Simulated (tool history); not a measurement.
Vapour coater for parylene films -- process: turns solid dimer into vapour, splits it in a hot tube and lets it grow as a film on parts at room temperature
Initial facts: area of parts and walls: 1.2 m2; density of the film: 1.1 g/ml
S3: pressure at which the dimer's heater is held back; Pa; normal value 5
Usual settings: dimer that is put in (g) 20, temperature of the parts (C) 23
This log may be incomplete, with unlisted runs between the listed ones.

run 1 day=0 | dimer_that_is_put_in_(g)=20 temperature_of_the_parts_(C)=23 S3=5 | thickness_of_the_film_(µm)=11.09
run 2 day=0.6 | dimer_that_is_put_in_(g)=20 temperature_of_the_parts_(C)=23 S3=5 | thickness_of_the_film_(µm)=11.19
run 3 day=1.317 | dimer_that_is_put_in_(g)=20 temperature_of_the_parts_(C)=23 S3=5 | thickness_of_the_film_(µm)=11.1
run 4 day=2 | dimer_that_is_put_in_(g)=20 temperature_of_the_parts_(C)=23 S3=5 | thickness_of_the_film_(µm)=11.14
run 5 day=3.158 | dimer_that_is_put_in_(g)=20 temperature_of_the_parts_(C)=23 S3=5 | thickness_of_the_film_(µm)=11.14
run 6 day=3.992 | dimer_that_is_put_in_(g)=20 temperature_of_the_parts_(C)=23 S3=5 | thickness_of_the_film_(µm)=11.12
run 7 day=5 | dimer_that_is_put_in_(g)=20 temperature_of_the_parts_(C)=23 S3=5 | thickness_of_the_film_(µm)=11.17
run 8 day=5.558 | dimer_that_is_put_in_(g)=20 temperature_of_the_parts_(C)=23 S3=3.78 | thickness_of_the_film_(µm)=11.57
run 9 day=6.233 | dimer_that_is_put_in_(g)=20 temperature_of_the_parts_(C)=23 S3=3.78 | thickness_of_the_film_(µm)=11.61
run 10 day=7.271 | dimer_that_is_put_in_(g)=20 temperature_of_the_parts_(C)=23 S3=3.78 | thickness_of_the_film_(µm)=11.71
run 11 day=8.192 | dimer_that_is_put_in_(g)=13 temperature_of_the_parts_(C)=23 S3=5 | thickness_of_the_film_(µm)=7.21
run 12 day=9.062 | dimer_that_is_put_in_(g)=20 temperature_of_the_parts_(C)=23 S3=5 | thickness_of_the_film_(µm)=11.08
run 13 day=10.017 | dimer_that_is_put_in_(g)=20 temperature_of_the_parts_(C)=23 S3=5 | thickness_of_the_film_(µm)=11.24
run 14 day=10.8 | dimer_that_is_put_in_(g)=20 temperature_of_the_parts_(C)=23 S3=5 | thickness_of_the_film_(µm)=11.08
run 15 day=11.421 | dimer_that_is_put_in_(g)=20 temperature_of_the_parts_(C)=23 S3=5 | thickness_of_the_film_(µm)=11.08
run 16 day=12.133 | dimer_that_is_put_in_(g)=20 temperature_of_the_parts_(C)=23 S3=5 | thickness_of_the_film_(µm)=11.11
run 17 day=13.133 | dimer_that_is_put_in_(g)=20 temperature_of_the_parts_(C)=23 S3=5 | thickness_of_the_film_(µm)=11.1
run 18 day=14.1 | dimer_that_is_put_in_(g)=20 temperature_of_the_parts_(C)=23 S3=5 | thickness_of_the_film_(µm)=11.19
run 19 day=14.6 | dimer_that_is_put_in_(g)=20 temperature_of_the_parts_(C)=23 S3=5 | thickness_of_the_film_(µm)=11.03
run 20 day=15.575 | dimer_that_is_put_in_(g)=30 temperature_of_the_parts_(C)=23 S3=5 | thickness_of_the_film_(µm)=16.72
run 21 day=16.288 | dimer_that_is_put_in_(g)=30 temperature_of_the_parts_(C)=23 S3=5 | thickness_of_the_film_(µm)=16.74
run 22 day=16.804 | dimer_that_is_put_in_(g)=30 temperature_of_the_parts_(C)=23 S3=5 | thickness_of_the_film_(µm)=16.67
run 23 day=17.579 | dimer_that_is_put_in_(g)=20 temperature_of_the_parts_(C)=23 S3=5 | thickness_of_the_film_(µm)=11.06
run 24 day=18.25 | dimer_that_is_put_in_(g)=20 temperature_of_the_parts_(C)=23 S3=5 | thickness_of_the_film_(µm)=11.11
run 25 day=18.838 | dimer_that_is_put_in_(g)=14 temperature_of_the_parts_(C)=20 S3=3.51 | thickness_of_the_film_(µm)=9.34
run 26 day=19.717 | dimer_that_is_put_in_(g)=30 temperature_of_the_parts_(C)=23 S3=6.93 | thickness_of_the_film_(µm)=15.81
run 27 day=20.383 | dimer_that_is_put_in_(g)=11 temperature_of_the_parts_(C)=23 S3=4.31 | thickness_of_the_film_(µm)=6.26
run 28 day=21.362 | dimer_that_is_put_in_(g)=11 temperature_of_the_parts_(C)=23 S3=4.31 | thickness_of_the_film_(µm)=6.3
run 29 day=21.904 | dimer_that_is_put_in_(g)=11 temperature_of_the_parts_(C)=23 S3=4.31 | thickness_of_the_film_(µm)=6.21
run 30 day=22.912 | dimer_that_is_put_in_(g)=11 temperature_of_the_parts_(C)=23 S3=4.31 | thickness_of_the_film_(µm)=6.25
run 31 day=23.7 | dimer_that_is_put_in_(g)=28 temperature_of_the_parts_(C)=23 S3=2.55 | thickness_of_the_film_(µm)=17.26
run 32 day=24.346 | dimer_that_is_put_in_(g)=13 temperature_of_the_parts_(C)=32 S3=9.11 | thickness_of_the_film_(µm)=4.58
run 33 day=25.429 | dimer_that_is_put_in_(g)=10 temperature_of_the_parts_(C)=23 S3=2.65 | thickness_of_the_film_(µm)=6.19
run 34 day=26.342 | dimer_that_is_put_in_(g)=10 temperature_of_the_parts_(C)=23 S3=2.65 | thickness_of_the_film_(µm)=6.12
run 35 day=27.275 | dimer_that_is_put_in_(g)=9 temperature_of_the_parts_(C)=26 S3=2.76 | thickness_of_the_film_(µm)=4.91
run 36 day=27.9 | dimer_that_is_put_in_(g)=9 temperature_of_the_parts_(C)=26 S3=2.76 | thickness_of_the_film_(µm)=4.87
run 37 day=28.533 | dimer_that_is_put_in_(g)=10 temperature_of_the_parts_(C)=23 S3=4.42 | thickness_of_the_film_(µm)=5.7
run 38 day=29.475 | dimer_that_is_put_in_(g)=13 temperature_of_the_parts_(C)=16 S3=7.7 | thickness_of_the_film_(µm)=8.95
run 39 day=30.279 | dimer_that_is_put_in_(g)=13 temperature_of_the_parts_(C)=16 S3=7.7 | thickness_of_the_film_(µm)=8.91
run 40 day=31.1 | dimer_that_is_put_in_(g)=13 temperature_of_the_parts_(C)=20 S3=2.21 | thickness_of_the_film_(µm)=9.34
run 41 day=31.667 | dimer_that_is_put_in_(g)=13 temperature_of_the_parts_(C)=25 S3=5.96 | thickness_of_the_film_(µm)=6.51
run 42 day=32.696 | dimer_that_is_put_in_(g)=11 temperature_of_the_parts_(C)=18 S3=5.01 | thickness_of_the_film_(µm)=7.5
run 43 day=33.208 | dimer_that_is_put_in_(g)=14 temperature_of_the_parts_(C)=18 S3=7.5 | thickness_of_the_film_(µm)=8.91
run 44 day=34.067 | dimer_that_is_put_in_(g)=14 temperature_of_the_parts_(C)=18 S3=7.51 | thickness_of_the_film_(µm)=8.88
run 45 day=35.183 | dimer_that_is_put_in_(g)=14 temperature_of_the_parts_(C)=18 S3=7.51 | thickness_of_the_film_(µm)=8.82
run 46 day=36.138 | dimer_that_is_put_in_(g)=14 temperature_of_the_parts_(C)=18 S3=7.51 | thickness_of_the_film_(µm)=8.94
run 47 day=37.038 | dimer_that_is_put_in_(g)=14 temperature_of_the_parts_(C)=18 S3=7.51 | thickness_of_the_film_(µm)=8.94

3 options for the next run, each taken on its own from the tool as it stands now. Forecast them:
run A day=37.817 | dimer_that_is_put_in_(g)=9 temperature_of_the_parts_(C)=18 S3=5.34 | thickness_of_the_film_(µm)=?
run B day=37.817 | dimer_that_is_put_in_(g)=20 temperature_of_the_parts_(C)=25 S3=4.53 | thickness_of_the_film_(µm)=?
run C day=37.817 | dimer_that_is_put_in_(g)=26 temperature_of_the_parts_(C)=33 S3=7.32 | thickness_of_the_film_(µm)=?

run=A thickness_of_the_film_(µm)=6.05
run=B thickness_of_the_film_(µm)=10.42
run=C thickness_of_the_film_(µm)=9.1
Stripped of hidden state, with their random variation kept, the same runs would have yielded:
run=A thickness_of_the_film_(µm)=6.07
run=B thickness_of_the_film_(µm)=10.46
run=C thickness_of_the_film_(µm)=9.13
